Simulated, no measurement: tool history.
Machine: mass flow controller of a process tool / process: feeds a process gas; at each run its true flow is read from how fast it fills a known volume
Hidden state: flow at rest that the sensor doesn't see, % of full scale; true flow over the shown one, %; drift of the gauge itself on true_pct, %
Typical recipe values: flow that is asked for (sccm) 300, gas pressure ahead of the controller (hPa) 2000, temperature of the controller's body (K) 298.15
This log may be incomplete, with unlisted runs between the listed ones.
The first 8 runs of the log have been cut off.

run    hour  flow that is asked for (sccm)  gas pressure ahead of the controller (hPa)  temperature of the controller's body (K)  hours of work since the controller was set to zero  hours of work since the controller was changed  true flow (%)
  9   986.4                            300                                        2000                                    298.15                                                3817                                            3817          99.13
 10  1071.5                            300                                        2000                                    298.15                                                3868                                            3868          99.00
 11  1152.1                            300                                        2000                                    298.15                                                3916                                            3916          98.95
 12  1297.4                            300                                        2000                                    298.15                                                4002                                            4002          98.96
 13  1379.0                            300                                        2000                                    298.15                                                4051                                            4051          99.06
 14  1550.7                            377                                        2000                                    298.15                                                4153                                            4153          99.28
 15  1637.3                            377                                        2000                                    298.15                                                4205                                            4205          99.25
 16  1752.4                            322                                        2120                                    297.15                                                4273                                            4273          98.94
 17  1927.6                            322                                        2120                                    297.15                                                4378                                            4378          98.97
 18  2080.1                             55                                        1750                                    298.15                                                4468                                            4468         101.84
 19  2194.0                            300                                        1610                                    295.15                                                4536                                            4536          98.36
 20  2304.4                            116                                        2350                                    294.15                                                4602                                            4602          99.49
 21  2387.4                            300                                        1420                                    295.15                                                4651                                            4651          98.24
 22  2474.0                            205                                        2070                                    298.15                                                4703                                            4703          99.01
 23  2552.5                            215                                        1420                                    298.15                                                4749                                            4749          98.44
 24  2632.0                             67                                        2000                                    298.15                                                4797                                            4797         101.11
 25  2763.2                            300                                        2630                                    295.15                                                4875                                            4875          99.12
 26  2894.5                            300                                        2630                                    295.15                                                4953                                            4953          99.19
 27  2985.9                            300                                        2630                                    295.15                                                5007                                            5007          99.28
 28  3080.8                            300                                        2630                                    295.15                                                5064                                            5064          99.20
     3109.3  -- controller's zero set anew
 29  3167.9                            300                                        2630                                    305.15                                                  35                                            5116          99.23
 30  3244.2                            155                                        1820                                    297.15                                                  80                                            5161          96.97

4 options for the next run, each taken on its own from the tool as it stands now. Forecast them:
  A  3412.6                            155                                        1820                                    311.15                                                 181                                            5261              ?
  B  3412.6                            366                                        2420                                    293.15                                                 181                                            5261              ?
  C  3412.6                             78                                        2750                                    310.15                                                 181                                            5261              ?
  D  3412.6                             57                                        2110                                    299.15                                                 181                                            5261              ?

run  true flow (%)
  A          98.56
  B          98.27
  C          98.91
  D          97.40
With the hidden condition removed and each run's random variation left untouched, the same runs would have given:
run  true flow (%)
  A          99.36
  B          99.21
  C          99.47
  D          97.78

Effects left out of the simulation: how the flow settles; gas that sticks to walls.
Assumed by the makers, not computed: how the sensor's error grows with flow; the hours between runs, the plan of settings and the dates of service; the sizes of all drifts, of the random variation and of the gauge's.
